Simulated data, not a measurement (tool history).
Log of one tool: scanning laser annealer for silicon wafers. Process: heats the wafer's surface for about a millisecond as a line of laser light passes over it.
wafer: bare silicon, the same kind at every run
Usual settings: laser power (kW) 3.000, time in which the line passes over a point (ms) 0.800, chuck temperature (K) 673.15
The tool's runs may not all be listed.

run	day	laser power (kW)	time in which the line passes over a point (ms)	chuck temperature (K)	highest temperature of the surface (K)
1	0.000	3.000	0.800	673.15	1451.15
2	3.308	3.000	0.800	663.15	1432.15
3	5.767	3.000	0.800	673.15	1436.15
4	8.183	3.000	0.800	673.15	1432.15
5	10.229	3.000	0.800	673.15	1428.15
6	12.829	3.000	0.800	673.15	1427.15
7	14.629	2.588	0.800	673.15	1295.15
8	17.862	2.588	0.800	673.15	1289.15
9	20.762	2.969	0.800	673.15	1396.15
10	22.354	3.000	0.800	673.15	1407.15
# day 22.696: window over the wafer cleaned
11	25.529	3.000	0.800	673.15	1448.15
12	27.875	2.737	0.800	673.15	1358.15
# day 28.867: optics aligned, line set to its width
13	29.992	2.737	0.800	673.15	1365.15
14	32.950	2.737	0.800	673.15	1362.15
15	34.775	3.000	0.730	673.15	1403.15
16	37.429	3.000	0.730	673.15	1400.15
17	39.829	3.000	0.730	673.15	1393.15
18	42.200	3.000	0.730	673.15	1390.15
19	45.433	3.000	0.800	660.15	1405.15
20	48.546	3.000	0.800	660.15	1402.15
# day 50.646: window over the wafer cleaned
21	51.762	3.087	0.800	689.15	1498.15
22	55.125	3.189	0.940	633.15	1547.15
23	56.775	2.958	0.685	648.15	1346.15
24	59.996	2.958	0.685	648.15	1344.15
25	62.542	2.688	0.635	641.15	1227.15
26	65.571	3.000	0.841	670.15	1447.15
27	67.900	3.000	0.841	670.15	1440.15
28	70.438	3.000	0.841	670.15	1439.15
29	72.658	2.590	0.706	683.15	1263.15
30	74.871	2.590	0.715	641.15	1221.15
31	78.012	2.883	0.800	673.15	1368.15
# day 78.454: window over the wafer cleaned
32	79.688	2.883	0.800	673.15	1413.15
33	81.521	2.833	0.976	673.15	1480.15
34	82.975	2.833	0.976	673.15	1476.15
# day 84.133: optics aligned, line set to its width
35	85.008	2.833	0.976	673.15	1487.15
36	86.638	3.189	0.691	639.15	1417.15
37	89.092	3.158	0.750	680.15	1480.15
38	92.054	3.214	0.767	673.15	1496.15
39	94.825	3.214	0.767	673.15	1490.15
40	97.825	2.660	0.848	673.15	1347.15

Forecast each of these 4 alternatives for the next run:
A	100.554	2.660	0.848	688.15	?
B	100.554	2.843	0.884	651.15	?
C	100.554	2.891	0.800	708.15	?
D	100.554	2.660	0.749	673.15	?

run	highest temperature of the surface (K)
A	1357.15
B	1396.15
C	1428.15
D	1302.15
Without the tool's hidden state the same runs would have given:
run	highest temperature of the surface (K)
A	1385.15
B	1426.15
C	1457.15
D	1327.15
